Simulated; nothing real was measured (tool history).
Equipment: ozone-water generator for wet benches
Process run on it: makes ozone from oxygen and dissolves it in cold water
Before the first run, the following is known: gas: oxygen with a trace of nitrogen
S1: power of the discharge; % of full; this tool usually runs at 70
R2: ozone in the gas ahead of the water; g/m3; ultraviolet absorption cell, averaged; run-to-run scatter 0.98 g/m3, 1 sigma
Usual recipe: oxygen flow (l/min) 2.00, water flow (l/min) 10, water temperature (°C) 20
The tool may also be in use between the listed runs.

Run 1, hour 0.0: usual settings. Result: dissolved ozone (ppm) 15.9, R2 162.1 g/m3.
Run 2, hour 136.6: usual settings. Result: dissolved ozone (ppm) 16.1, R2 162.2 g/m3.
Run 3, hour 229.5: usual settings. Result: dissolved ozone (ppm) 16.1, R2 161.2 g/m3.
Run 4, hour 364.0: usual settings. Result: dissolved ozone (ppm) 15.9, R2 158.7 g/m3.
Run 5, hour 506.0: usual settings. Result: dissolved ozone (ppm) 15.9, R2 160.9 g/m3.
Run 6, hour 633.5: usual settings. Result: dissolved ozone (ppm) 15.7, R2 159.2 g/m3.
Run 7, hour 737.6: usual settings but oxygen flow (l/min) 1.36. Result: dissolved ozone (ppm) 15.8, R2 205.2 g/m3.
Run 8, hour 878.4: usual settings but oxygen flow (l/min) 1.36. Result: dissolved ozone (ppm) 15.6, R2 202.1 g/m3.
Run 9, hour 1019.7: usual settings but oxygen flow (l/min) 1.36. Result: dissolved ozone (ppm) 15.6, R2 200.6 g/m3.
Run 10, hour 1113.5: usual settings but oxygen flow (l/min) 1.36. Result: dissolved ozone (ppm) 15.5, R2 203.8 g/m3.
Run 11, hour 1240.2: usual settings but oxygen flow (l/min) 1.36. Result: dissolved ozone (ppm) 15.7, R2 201.8 g/m3.
Run 12, hour 1364.7: usual settings but oxygen flow (l/min) 1.36. Result: dissolved ozone (ppm) 15.6, R2 202.7 g/m3.
Run 13, hour 1470.5: usual settings. Result: dissolved ozone (ppm) 15.5, R2 159.1 g/m3.
Run 14, hour 1551.0: usual settings but S1 77 % of full. Result: dissolved ozone (ppm) 17.2, R2 171.8 g/m3.
Run 15, hour 1660.1: usual settings. Result: dissolved ozone (ppm) 15.7, R2 159.3 g/m3.
Run 16, hour 1790.9: usual settings but oxygen flow (l/min) 1.01. Result: dissolved ozone (ppm) 15.1, R2 239.9 g/m3.
Run 17, hour 1910.0: usual settings but S1 45 % of full, oxygen flow (l/min) 3.24, water temperature (°C) 14. Result: dissolved ozone (ppm) 11.1, R2 79.8 g/m3.
Run 18, hour 2027.1: usual settings but oxygen flow (l/min) 2.60, water temperature (°C) 22. Result: dissolved ozone (ppm) 14.8, R2 133.5 g/m3.
Run 19, hour 2109.7: usual settings but oxygen flow (l/min) 1.87, water temperature (°C) 14. Result: dissolved ozone (ppm) 16.4, R2 162.5 g/m3.
Run 20, hour 2264.3: usual settings but S1 89 % of full, oxygen flow (l/min) 1.87, water flow (l/min) 13. Result: dissolved ozone (ppm) 14.9, R2 203.3 g/m3.
Run 21, hour 2407.7: usual settings but S1 89 % of full, oxygen flow (l/min) 1.11, water flow (l/min) 14. Result: dissolved ozone (ppm) 13.1, R2 279.3 g/m3.
Run 22, hour 2478.4: usual settings but S1 89 % of full, oxygen flow (l/min) 1.11, water flow (l/min) 14. Result: dissolved ozone (ppm) 13.2, R2 276.8 g/m3.
Run 23, hour 2585.8: usual settings but S1 89 % of full, oxygen flow (l/min) 1.11, water flow (l/min) 15, water temperature (°C) 26. Result: dissolved ozone (ppm) 11.7, R2 277.1 g/m3.
At hour 2629.4: contactor cleaned.
Run 24, hour 2711.5: usual settings but S1 89 % of full, oxygen flow (l/min) 1.13, water flow (l/min) 9, water temperature (°C) 26. Result: dissolved ozone (ppm) 19.3, R2 274.5 g/m3.
At hour 2818.1: water thermometer calibrated.
Run 25, hour 2864.8: usual settings but S1 89 % of full, oxygen flow (l/min) 1.13, water flow (l/min) 9, water temperature (°C) 26. Result: dissolved ozone (ppm) 19.6, R2 270.1 g/m3.
Run 26, hour 2986.5: usual settings but S1 76 % of full, oxygen flow (l/min) 2.03, water temperature (°C) 24. Result: dissolved ozone (ppm) 16.0, R2 164.3 g/m3.
Run 27, hour 3137.5: usual settings but S1 91 % of full. Result: dissolved ozone (ppm) 19.4, R2 194.1 g/m3.
Run 28, hour 3263.4: usual settings but S1 61 % of full, oxygen flow (l/min) 3.04, water temperature (°C) 28. Result: dissolved ozone (ppm) 11.7, R2 106.4 g/m3.
Run 29, hour 3340.7: usual settings but S1 92 % of full, oxygen flow (l/min) 1.41, water flow (l/min) 9, water temperature (°C) 14. Result: dissolved ozone (ppm) 22.7, R2 242.7 g/m3.
Run 30, hour 3416.4: usual settings but S1 66 % of full, water flow (l/min) 6, water temperature (°C) 19. Result: dissolved ozone (ppm) 21.6, R2 146.7 g/m3.
Run 31, hour 3564.9: usual settings but S1 66 % of full, water flow (l/min) 6, water temperature (°C) 19. Result: dissolved ozone (ppm) 22.0, R2 146.0 g/m3.

Each run again, without the hidden state but with its own random variation kept:
The hidden state here: yield of the discharge, % of new electrodes'; contactor's efficiency, % of a clean one's; true water temperature over the reading, C; drift of the gauge itself on ozone_ppm, %; drift of the gauge itself on gas_g_m3, %.
run  dissolved ozone (ppm)     R2
  1                   16.7  168.1
  2                   16.9  168.4
  3                   16.9  167.6
  4                   16.8  165.3
  5                   16.8  167.9
  6                   16.7  166.5
  7                   16.8  214.9
  8                   16.6  212.1
  9                   16.7  211.0
 10                   16.6  214.6
 11                   16.8  212.9
 12                   16.8  214.2
 13                   16.7  168.4
 14                   18.7  183.0
 15                   17.0  169.1
 16                   16.3  255.1
 17                   11.7   82.9
 18                   16.1  142.4
 19                   17.9  173.7
 20                   16.6  220.9
 21                   14.6  304.2
 22                   14.7  301.8
 23                   13.1  302.7
 24                   21.2  300.6
 25                   21.6  296.5
 26                   17.4  178.8
 27                   21.5  214.4
 28                   12.6  114.4
 29                   25.2  269.3
 30                   23.5  158.9
 31                   24.0  158.6
